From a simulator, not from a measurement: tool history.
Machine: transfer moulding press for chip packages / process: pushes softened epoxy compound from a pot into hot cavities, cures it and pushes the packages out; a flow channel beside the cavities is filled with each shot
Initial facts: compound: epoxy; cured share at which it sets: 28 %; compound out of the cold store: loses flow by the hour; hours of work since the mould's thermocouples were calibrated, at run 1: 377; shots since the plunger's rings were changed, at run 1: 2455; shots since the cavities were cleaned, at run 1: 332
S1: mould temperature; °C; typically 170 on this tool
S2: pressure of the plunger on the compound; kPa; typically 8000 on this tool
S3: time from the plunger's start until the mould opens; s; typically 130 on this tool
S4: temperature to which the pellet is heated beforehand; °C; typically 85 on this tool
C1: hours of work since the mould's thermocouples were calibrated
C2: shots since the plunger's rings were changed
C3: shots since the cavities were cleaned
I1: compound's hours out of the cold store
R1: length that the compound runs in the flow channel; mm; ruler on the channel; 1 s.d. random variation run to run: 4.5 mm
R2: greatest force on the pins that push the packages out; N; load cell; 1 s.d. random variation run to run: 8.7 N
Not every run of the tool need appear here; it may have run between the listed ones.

Run 1, hour 0: usual settings; C1 377; C2 2455; C3 332; I1 33.6. Result: R1 699 mm, R2 571 N.
Run 2, hour 15.6: usual settings; C1 388; C2 2615; C3 492; I1 20.2. Result: R1 744 mm, R2 655 N.
At hour 22.2: cavities cleaned with cleaning compound and waxed.
Run 3, hour 25.4: usual settings; C1 394; C2 2702; C3 34; I1 41.2. Result: R1 684 mm, R2 713 N.
Run 4, hour 38.7: usual settings; C1 403; C2 2840; C3 172; I1 32.3. Result: R1 700 mm, R2 713 N.
Run 5, hour 49.4: usual settings but S2 8850 kPa; C1 410; C2 2950; C3 282; I1 34.2. Result: R1 733 mm, R2 776 N.
Run 6, hour 60.8: usual settings but S2 8850 kPa; C1 418; C2 3067; C3 399; I1 45.3. Result: R1 700 mm, R2 759 N.
At hour 75.4: cavities cleaned with cleaning compound and waxed.
Run 7, hour 78.3: usual settings but S2 8850 kPa; C1 429; C2 3233; C3 30; I1 43. Result: R1 702 mm, R2 419 N.
Run 8, hour 88.7: usual settings; C1 436; C2 3340; C3 137; I1 26.5. Result: R1 715 mm, R2 508 N.
Run 9, hour 103: usual settings; C1 446; C2 3489; C3 286; I1 28.9. Result: R1 711 mm, R2 567 N.
At hour 106.2: cavities cleaned with cleaning compound and waxed, once more.
Run 10, hour 117.4: usual settings but S3 166 s; C1 455; C2 3622; C3 116; I1 27.9. Result: R1 704 mm, R2 392 N.
Run 11, hour 131.1: usual settings; C1 465; C2 3763; C3 257; I1 26.7. Result: R1 711 mm, R2 581 N.
Run 12, hour 140.2: usual settings; C1 471; C2 3858; C3 352; I1 30.9. Result: R1 698 mm, R2 583 N.
Run 13, hour 151.6: usual settings; C1 479; C2 3976; C3 470; I1 36.7. Result: R1 679 mm, R2 636 N.
At hour 160.1: cavities cleaned with cleaning compound and waxed.
Run 14, hour 164.4: usual settings but S2 9960 kPa; C1 487; C2 4092; C3 44; I1 12.5. Result: R1 832 mm, R2 485 N.
Run 15, hour 180.8: usual settings but S2 9960 kPa, S3 126 s; C1 498; C2 4262; C3 214; I1 28.4. Result: R1 782 mm, R2 599 N.
At hour 185.8: plunger's sealing rings changed.
Run 16, hour 196.7: usual settings but S1 165 °C; C1 507; C2 114; C3 353; I1 29.3. Result: R1 762 mm, R2 852 N.
Run 17, hour 206.5: usual settings but S1 165 °C; C1 514; C2 215; C3 454; I1 35.3. Result: R1 746 mm, R2 886 N.
At hour 216: cavities cleaned with cleaning compound and waxed.
Run 18, hour 217.4: usual settings but S1 165 °C; C1 521; C2 313; C3 15; I1 19.5. Result: R1 793 mm, R2 597 N.
Run 19, hour 226.7: usual settings but S1 175 °C, S2 7970 kPa, S3 166 s, S4 84 °C; C1 527; C2 409; C3 111; I1 11.8. Result: R1 776 mm, R2 352 N.
Run 20, hour 242.8: usual settings but S1 163 °C; C1 538; C2 574; C3 276; I1 11.1. Result: R1 815 mm, R2 991 N.
Run 21, hour 251.1: usual settings but S3 113 s; C1 544; C2 660; C3 362; I1 13.9. Result: R1 780 mm, R2 834 N.
Run 22, hour 259.4: usual settings but S2 9140 kPa; C1 550; C2 746; C3 448; I1 38.3. Result: R1 765 mm, R2 660 N.
At hour 269.4: cavities cleaned with cleaning compound and waxed.
Run 23, hour 277.4: usual settings but S1 166 °C, S2 8460 kPa, S3 163 s, S4 87 °C; C1 561; C2 917; C3 83; I1 36.8. Result: R1 755 mm, R2 420 N.
Run 24, hour 287.6: usual settings but S1 166 °C, S2 6950 kPa, S3 155 s, S4 79 °C; C1 568; C2 1023; C3 189; I1 31.8. Result: R1 693 mm, R2 497 N.
Run 25, hour 305.7: usual settings but S1 166 °C, S2 8140 kPa, S3 168 s, S4 80 °C; C1 581; C2 1210; C3 376; I1 44.9. Result: R1 704 mm, R2 538 N.

Run 26 comes next. What will it give?
Run 26, hour 316.9: usual settings but S1 166 °C, S2 8140 kPa, S3 168 s, S4 80 °C; C1 589; C2 1325; C3 491; I1 39.4. Result: R1 ?, R2 ?.

Run 26 came out at R1 720 mm, R2 566 N.
The same run, on a tool lacking any hidden state, would have yielded R1 731 mm, R2 338 N.

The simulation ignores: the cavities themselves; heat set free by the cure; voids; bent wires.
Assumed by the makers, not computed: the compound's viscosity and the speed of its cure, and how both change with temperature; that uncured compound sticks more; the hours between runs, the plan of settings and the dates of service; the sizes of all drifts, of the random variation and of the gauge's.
